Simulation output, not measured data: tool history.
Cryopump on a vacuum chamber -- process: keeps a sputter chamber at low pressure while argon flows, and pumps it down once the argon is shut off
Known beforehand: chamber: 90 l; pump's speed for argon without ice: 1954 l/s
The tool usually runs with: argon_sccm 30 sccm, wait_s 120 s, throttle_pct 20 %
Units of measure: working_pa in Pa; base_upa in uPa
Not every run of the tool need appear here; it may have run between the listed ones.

run	day	argon_sccm	wait_s	throttle_pct	working_pa	base_upa
1	0.000	30	120	20	0.1329	1.55
2	0.621	30	120	42	0.0652	1.47
3	1.375	30	120	42	0.0658	1.52
4	2.075	30	120	49	0.0562	1.47
5	3.029	30	120	20	0.1341	1.61
6	3.921	14	120	20	0.0614	1.61
7	5.008	30	120	23	0.1181	1.67
8	5.921	30	213	23	0.1175	1.50
# day 6.517: pump warmed up, emptied and cooled again
9	6.867	30	120	58	0.0461	1.52
10	7.708	30	120	20	0.1302	1.56
11	8.317	30	120	20	0.1313	1.49
12	9.388	30	120	20	0.1300	1.62
13	10.238	30	120	20	0.1311	1.60
14	11.046	30	120	20	0.1298	1.65
15	12.029	30	120	20	0.1330	1.63
16	12.688	14	120	20	0.0609	1.68
17	13.542	14	120	20	0.0625	1.78
18	14.346	45	296	20	0.1994	1.53
19	15.629	47	296	24	0.1734	1.59
20	16.450	39	20	15	0.2285	4.16
21	17.129	15	36	19	0.0692	2.95
22	17.800	30	218	44	0.0623	1.67
23	18.388	18	218	44	0.0381	1.70
24	19.079	30	120	17	0.1562	1.93
25	19.742	30	36	17	0.1571	3.06
26	20.742	30	36	17	0.1563	3.07
27	21.721	30	120	19	0.1417	2.00
28	22.962	16	120	19	0.0756	2.11
# day 23.596: pump warmed up, emptied and cooled again
29	24.183	16	120	19	0.0736	1.91
30	25.025	43	74	52	0.0735	2.15
31	26.058	34	120	50	0.0590	1.91
32	26.958	30	37	26	0.1018	2.93
33	27.833	30	37	26	0.1008	3.08

Alternative continuations, all from the tool just after run 33; predict every row:
A	29.017	33	63	26	?	?
B	29.017	34	120	20	?	?
C	29.017	30	37	42	?	?
D	29.017	48	120	20	?	?
E	29.017	30	120	18	?	?

run	working_pa	base_upa
A	0.1120	2.47
B	0.1487	2.01
C	0.0642	3.00
D	0.2107	2.06
E	0.1457	2.09
With no hidden state in the tool, these same runs would have given:
run	working_pa	base_upa
A	0.1097	1.03
B	0.1463	0.61
C	0.0621	1.60
D	0.2074	0.63
E	0.1436	0.64
